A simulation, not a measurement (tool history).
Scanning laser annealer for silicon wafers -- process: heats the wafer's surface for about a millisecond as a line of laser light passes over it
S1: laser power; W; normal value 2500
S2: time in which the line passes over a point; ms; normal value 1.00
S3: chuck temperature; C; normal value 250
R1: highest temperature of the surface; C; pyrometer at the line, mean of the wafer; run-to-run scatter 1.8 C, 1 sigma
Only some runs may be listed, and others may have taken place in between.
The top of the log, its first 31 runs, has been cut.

At day 81.454: window over the wafer cleaned.
Run 32, day 83.858: usual settings but S1 2540 W, S3 271 C. Result: R1 1084 C.
Run 33, day 86.579: usual settings but S2 0.92 ms, S3 224 C. Result: R1 987 C.
Run 34, day 89.021: usual settings but S2 0.92 ms, S3 224 C. Result: R1 982 C.
Run 35, day 90.742: usual settings but S2 0.92 ms, S3 224 C. Result: R1 987 C.
Run 36, day 93.438: usual settings but S2 0.71 ms, S3 242 C. Result: R1 895 C.
Run 37, day 95.367: usual settings but S1 2141 W. Result: R1 932 C.
Run 38, day 97.246: usual settings but S1 2303 W, S2 0.96 ms, S3 255 C. Result: R1 973 C.
Run 39, day 99.329: usual settings but S2 1.13 ms, S3 268 C. Result: R1 1127 C.
Run 40, day 101.725: usual settings but S2 0.72 ms, S3 244 C. Result: R1 901 C.

Consider 4 possible next runs. They are alternatives, not a sequence: every one starts from the tool as it was left by run 40. What does each give?
Run A, day 104.754: usual settings but S1 2192 W, S2 0.92 ms, S3 275 C. Result: R1 ?.
Run B, day 104.754: usual settings but S1 2236 W, S2 0.73 ms, S3 215 C. Result: R1 ?.
Run C, day 104.754: usual settings but S1 2236 W, S2 0.77 ms, S3 244 C. Result: R1 ?.
Run D, day 104.754: usual settings but S1 2656 W, S2 1.20 ms, S3 274 C. Result: R1 ?.

run    R1
  A   942
  B   805
  C   855
  D  1222
With no hidden state in the tool, these same runs would have given:
run    R1
  A   942
  B   806
  C   856
  D  1222

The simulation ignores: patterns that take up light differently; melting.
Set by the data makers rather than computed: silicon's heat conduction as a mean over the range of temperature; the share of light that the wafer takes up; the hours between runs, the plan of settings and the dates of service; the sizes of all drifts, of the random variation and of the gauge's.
